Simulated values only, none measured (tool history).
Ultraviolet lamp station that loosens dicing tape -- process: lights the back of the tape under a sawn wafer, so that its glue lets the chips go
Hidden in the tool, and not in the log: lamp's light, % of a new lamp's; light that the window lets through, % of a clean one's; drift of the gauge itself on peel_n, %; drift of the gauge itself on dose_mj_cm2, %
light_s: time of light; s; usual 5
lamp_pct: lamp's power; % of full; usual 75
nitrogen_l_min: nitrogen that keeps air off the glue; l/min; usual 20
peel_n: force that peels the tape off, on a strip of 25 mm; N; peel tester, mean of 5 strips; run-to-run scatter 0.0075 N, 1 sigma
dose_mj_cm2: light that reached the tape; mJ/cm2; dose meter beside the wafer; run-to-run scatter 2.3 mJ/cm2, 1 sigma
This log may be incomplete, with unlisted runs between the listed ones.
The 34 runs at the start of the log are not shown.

run,hour,light_s,lamp_pct,nitrogen_l_min,hours of work of the lamp,hours of work since the window was cleaned,peel_n,dose_mj_cm2
35,1089.9,5,68,7,1531,288,1.466,133
# hour 1103.6: window cleaned of glue's vapour
36,1129.4,7,74,40,1553,15,0.176,237
37,1173.4,7,74,40,1578,39,0.179,229
38,1211.3,5,74,31,1600,61,0.402,157
39,1239.2,3,88,7,1615,77,1.753,116
40,1281.3,3,88,7,1639,101,1.739,112
# hour 1292.7: lamp changed
41,1307.5,4,69,8,8,115,1.099,149
42,1353.4,4,71,10,34,141,0.936,152
43,1398.5,8,72,26,60,166,0.143,297

3 ways to go on from here, each from the tool as it stands after run 43. What would each give?
A,1444.2,5,87,10,86,192,?,?
B,1444.2,6,93,40,86,192,?,?
C,1444.2,5,75,35,86,192,?,?

run,peel_n,dose_mj_cm2
A,0.433,223
B,0.131,283
C,0.258,189
Without the tool's unlogged condition, the same runs would have read:
run,peel_n,dose_mj_cm2
A,0.334,251
B,0.119,318
C,0.201,213
